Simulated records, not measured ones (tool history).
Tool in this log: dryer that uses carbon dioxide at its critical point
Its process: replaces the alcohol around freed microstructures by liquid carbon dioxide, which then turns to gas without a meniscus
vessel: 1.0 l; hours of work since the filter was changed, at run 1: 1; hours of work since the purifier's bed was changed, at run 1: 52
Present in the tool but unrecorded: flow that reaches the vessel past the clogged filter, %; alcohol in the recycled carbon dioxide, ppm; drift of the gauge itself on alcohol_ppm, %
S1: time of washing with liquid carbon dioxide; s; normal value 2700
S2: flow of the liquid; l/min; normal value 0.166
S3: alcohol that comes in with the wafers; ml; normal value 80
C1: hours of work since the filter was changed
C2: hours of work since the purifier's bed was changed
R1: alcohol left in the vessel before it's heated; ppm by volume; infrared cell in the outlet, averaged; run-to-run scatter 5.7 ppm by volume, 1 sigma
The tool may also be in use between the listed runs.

run     day    S1     S2   S3   C1   C2    R1
  1   0.000  2700  0.166   80    1   52   212
  2   2.075  2700  0.166   80   39   90   249
  3   3.575  2700  0.166   80   66  117   268
  4   4.742  2160  0.166   80   87  138   839
  5   6.246  2700  0.166   47  114  165   211
  6   7.575  2700  0.166   47  139  190   226
  7   9.717  2700  0.166  103  177  229   499
     11.258  -- inlet filter changed
  8  11.258  2700  0.269  103    0  256    89
  9  13.162  2700  0.166   80   35  290   291
 10  15.412  2700  0.166   80   75  331   329
 11  16.554  2700  0.166   80   96  352   359
 12  17.679  2700  0.166   50  117  373   283
 13  19.717  2700  0.166   50  154  410   318
 14  20.858  2700  0.166   80  175  430   460
     22.588  -- inlet filter changed
 15  23.192  2700  0.166   80   11  472   318
 16  24.862  2700  0.166   80   41  502   352
 17  26.225  2940  0.166   75   66  527   266
 18  28.358  2940  0.166   75  105  566   308
 19  29.975  2880  0.206   45  134  595   195
 20  32.188  2880  0.206   45  174  635   210
 21  33.788  2700  0.139   64  204  665   887
     33.946  -- inlet filter changed
 22  35.667  1860  0.166   60   31  698  1183
 23  36.883  4020  0.181   55   53  720   214
 24  39.025  2700  0.219   80   92  759   250

Run 25 has not been measured yet. What should we expect?
 25  40.562  2700  0.219  80  120  787   ?

R1: 262 ppm by volume
If the tool had no hidden condition, the same run with the same run-to-run variation would have returned R1 30 ppm by volume.

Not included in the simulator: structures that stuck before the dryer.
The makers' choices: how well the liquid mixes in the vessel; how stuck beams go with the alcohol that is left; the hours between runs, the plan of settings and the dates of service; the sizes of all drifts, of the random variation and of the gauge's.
